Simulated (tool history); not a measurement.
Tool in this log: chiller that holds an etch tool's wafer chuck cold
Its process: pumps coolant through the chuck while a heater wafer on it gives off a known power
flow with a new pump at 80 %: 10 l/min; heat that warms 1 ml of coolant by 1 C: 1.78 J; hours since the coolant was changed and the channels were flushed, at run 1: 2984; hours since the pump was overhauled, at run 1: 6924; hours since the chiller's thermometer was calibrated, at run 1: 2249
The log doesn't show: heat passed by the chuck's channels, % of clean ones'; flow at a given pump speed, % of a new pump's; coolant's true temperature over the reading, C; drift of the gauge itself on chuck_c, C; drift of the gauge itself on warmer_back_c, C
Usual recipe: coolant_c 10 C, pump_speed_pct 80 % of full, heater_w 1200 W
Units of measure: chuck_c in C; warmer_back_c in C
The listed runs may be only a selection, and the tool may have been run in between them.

| run | hour | coolant_c | pump_speed_pct | heater_w | hours since the coolant was changed and the channels were flushed | hours since the pump was overhauled | hours since the chiller's thermometer was calibrated | chuck_c | warmer_back_c |
|---|---|---|---|---|---|---|---|---|---|
| 1 | 0.0 | 10 | 80 | 1200 | 2984 | 6924 | 2249 | 19.8 | 4.04 |
| 2 | 151.4 | 10 | 80 | 1200 | 3136 | 7075 | 2400 | 20.0 | 4.06 |
| 3 | 226.9 | 10 | 80 | 1200 | 3211 | 7151 | 2476 | 20.0 | 4.04 |
| 4 | 322.0 | 10 | 80 | 749 | 3306 | 7246 | 2571 | 16.3 | 2.52 |
| 5 | 418.9 | 10 | 80 | 739 | 3403 | 7343 | 2668 | 16.2 | 2.44 |
| 6 | 521.8 | 3 | 80 | 1200 | 3506 | 7446 | 2771 | 12.9 | 3.98 |
| 7 | 653.7 | 3 | 80 | 1200 | 3638 | 7578 | 2903 | 12.8 | 3.94 |
| 8 | 819.0 | 3 | 80 | 1200 | 3803 | 7743 | 3068 | 12.9 | 3.91 |
| 9 | 946.3 | 17 | 80 | 1200 | 3931 | 7870 | 3195 | 26.9 | 3.93 |
|  | 957.5 | chiller's thermometer calibrated |
| 10 | 1095.0 | 10 | 80 | 1200 | 4078 | 8018 | 137 | 19.8 | 3.87 |
| 11 | 1172.7 | 10 | 80 | 1200 | 4156 | 8096 | 215 | 19.8 | 3.86 |
| 12 | 1315.7 | 10 | 80 | 1200 | 4299 | 8239 | 358 | 19.8 | 3.85 |
| 13 | 1433.5 | 10 | 80 | 1200 | 4417 | 8356 | 476 | 20.0 | 3.86 |
|  | 1460.4 | gauge calibrated |
| 14 | 1534.2 | 10 | 80 | 1200 | 4517 | 8457 | 577 | 19.7 | 4.11 |
| 15 | 1636.8 | 11 | 80 | 1200 | 4620 | 8560 | 679 | 21.0 | 4.03 |
| 16 | 1764.6 | 10 | 80 | 1200 | 4748 | 8687 | 807 | 19.8 | 4.01 |
| 17 | 1918.0 | 3 | 80 | 1200 | 4901 | 8841 | 961 | 12.9 | 4.02 |
| 18 | 1997.4 | 2 | 97 | 1290 | 4981 | 8920 | 1040 | 10.9 | 3.40 |
| 19 | 2112.6 | 2 | 97 | 1290 | 5096 | 9035 | 1155 | 10.9 | 3.42 |
| 20 | 2229.5 | 1 | 97 | 1431 | 5213 | 9152 | 1272 | 10.9 | 3.75 |
| 21 | 2364.5 | 1 | 97 | 1428 | 5348 | 9287 | 1407 | 11.0 | 3.72 |
| 22 | 2469.3 | 5 | 82 | 935 | 5453 | 9392 | 1512 | 12.4 | 2.84 |
| 23 | 2595.0 | 5 | 82 | 935 | 5578 | 9518 | 1637 | 12.6 | 2.88 |
| 24 | 2735.1 | 5 | 82 | 935 | 5718 | 9658 | 1778 | 12.5 | 2.89 |
| 25 | 2806.5 | 14 | 79 | 1219 | 5790 | 9729 | 1849 | 24.1 | 3.93 |
| 26 | 2945.8 | 13 | 63 | 1219 | 5929 | 9869 | 1988 | 25.4 | 5.18 |
| 27 | 3067.8 | 13 | 80 | 1200 | 6051 | 9991 | 2110 | 22.9 | 3.81 |
| 28 | 3198.2 | 13 | 66 | 1581 | 6181 | 10121 | 2241 | 28.5 | 6.43 |
| 29 | 3292.7 | 2 | 76 | 656 | 6276 | 10216 | 2335 | 7.6 | 2.04 |
| 30 | 3394.2 | 20 | 80 | 650 | 6377 | 10317 | 2437 | 25.5 | 1.86 |
| 31 | 3557.7 | 20 | 80 | 650 | 6541 | 10481 | 2600 | 25.3 | 1.87 |
|  | 3623.9 | gauge calibrated |
| 32 | 3723.8 | 20 | 80 | 650 | 6707 | 10647 | 2766 | 25.5 | 2.14 |

Forecast each of these 3 alternatives for the next run:
| A | 3890.5 | 11 | 94 | 1517 | 6874 | 10813 | 2933 | ? | ? |
| B | 3890.5 | 14 | 75 | 1680 | 6874 | 10813 | 2933 | ? | ? |
| C | 3890.5 | 14 | 83 | 855 | 6874 | 10813 | 2933 | ? | ? |

| run | chuck_c | warmer_back_c |
|---|---|---|
| A | 21.8 | 4.19 |
| B | 28.4 | 6.12 |
| C | 20.8 | 2.72 |
With the hidden condition removed and each run's random variation left untouched, the same runs would have given:
| run | chuck_c | warmer_back_c |
|---|---|---|
| A | 21.8 | 4.23 |
| B | 28.4 | 6.15 |
| C | 20.7 | 2.75 |

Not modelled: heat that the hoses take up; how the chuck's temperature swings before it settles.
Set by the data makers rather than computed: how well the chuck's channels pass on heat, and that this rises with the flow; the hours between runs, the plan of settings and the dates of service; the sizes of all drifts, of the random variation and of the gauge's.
